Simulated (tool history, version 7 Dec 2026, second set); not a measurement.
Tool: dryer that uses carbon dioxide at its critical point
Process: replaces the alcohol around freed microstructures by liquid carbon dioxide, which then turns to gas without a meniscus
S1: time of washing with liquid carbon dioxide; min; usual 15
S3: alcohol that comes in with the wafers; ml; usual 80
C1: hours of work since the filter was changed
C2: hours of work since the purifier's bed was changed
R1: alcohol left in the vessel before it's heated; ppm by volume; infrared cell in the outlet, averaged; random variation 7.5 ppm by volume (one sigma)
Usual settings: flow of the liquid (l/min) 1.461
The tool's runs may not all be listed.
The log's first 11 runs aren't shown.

run 12 hour=309.5 | S1=15 flow_of_the_liquid_(l/min)=1.461 S3=88 | C1=23 C2=346 | R1=524
run 13 hour=339.4 | S1=15 flow_of_the_liquid_(l/min)=1.461 S3=114 | C1=33 C2=356 | R1=684
run 14 hour=366.3 | S1=15 flow_of_the_liquid_(l/min)=1.461 S3=80 | C1=43 C2=366 | R1=525
run 15 hour=404.6 | S1=16 flow_of_the_liquid_(l/min)=1.461 S3=80 | C1=56 C2=379 | R1=452
run 16 hour=436.1 | S1=16 flow_of_the_liquid_(l/min)=1.461 S3=80 | C1=67 C2=390 | R1=467
run 17 hour=462.0 | S1=15 flow_of_the_liquid_(l/min)=1.461 S3=67 | C1=76 C2=399 | R1=529
run 18 hour=502.4 | S1=15 flow_of_the_liquid_(l/min)=1.461 S3=67 | C1=91 C2=414 | R1=545
run 19 hour=538.3 | S1=15 flow_of_the_liquid_(l/min)=1.461 S3=80 | C1=103 C2=426 | R1=639
run 20 hour=574.6 | S1=15 flow_of_the_liquid_(l/min)=1.461 S3=80 | C1=116 C2=439 | R1=682
run 21 hour=606.8 | S1=15 flow_of_the_liquid_(l/min)=1.461 S3=29 | C1=127 C2=450 | R1=329
run 22 hour=636.2 | S1=15 flow_of_the_liquid_(l/min)=1.461 S3=29 | C1=138 C2=461 | R1=336
run 23 hour=662.4 | S1=19 flow_of_the_liquid_(l/min)=1.461 S3=29 | C1=147 C2=470 | R1=222
-- hour=695.2 inlet filter changed
run 24 hour=698.7 | S1=15 flow_of_the_liquid_(l/min)=1.461 S3=71 | C1=1 C2=482 | R1=469
run 25 hour=728.3 | S1=15 flow_of_the_liquid_(l/min)=1.461 S3=71 | C1=12 C2=493 | R1=495
run 26 hour=756.9 | S1=15 flow_of_the_liquid_(l/min)=1.090 S3=80 | C1=22 C2=503 | R1=1223
run 27 hour=795.2 | S1=14 flow_of_the_liquid_(l/min)=1.090 S3=102 | C1=35 C2=516 | R1=1829
run 28 hour=825.7 | S1=9 flow_of_the_liquid_(l/min)=0.990 S3=89 | C1=46 C2=527 | R1=4781
run 29 hour=862.3 | S1=9 flow_of_the_liquid_(l/min)=1.600 S3=103 | C1=59 C2=540 | R1=2281
run 30 hour=900.4 | S1=15 flow_of_the_liquid_(l/min)=1.461 S3=51 | C1=72 C2=553 | R1=466

The next listed run, before its measurement:
run 31 hour=918.6 | S1=10 flow_of_the_liquid_(l/min)=1.710 S3=80 | C1=79 C2=560 | R1=?

{"run 31": {"R1": 1275}}
Without the tool's hidden state the same run would have given R1 886 ppm by volume.

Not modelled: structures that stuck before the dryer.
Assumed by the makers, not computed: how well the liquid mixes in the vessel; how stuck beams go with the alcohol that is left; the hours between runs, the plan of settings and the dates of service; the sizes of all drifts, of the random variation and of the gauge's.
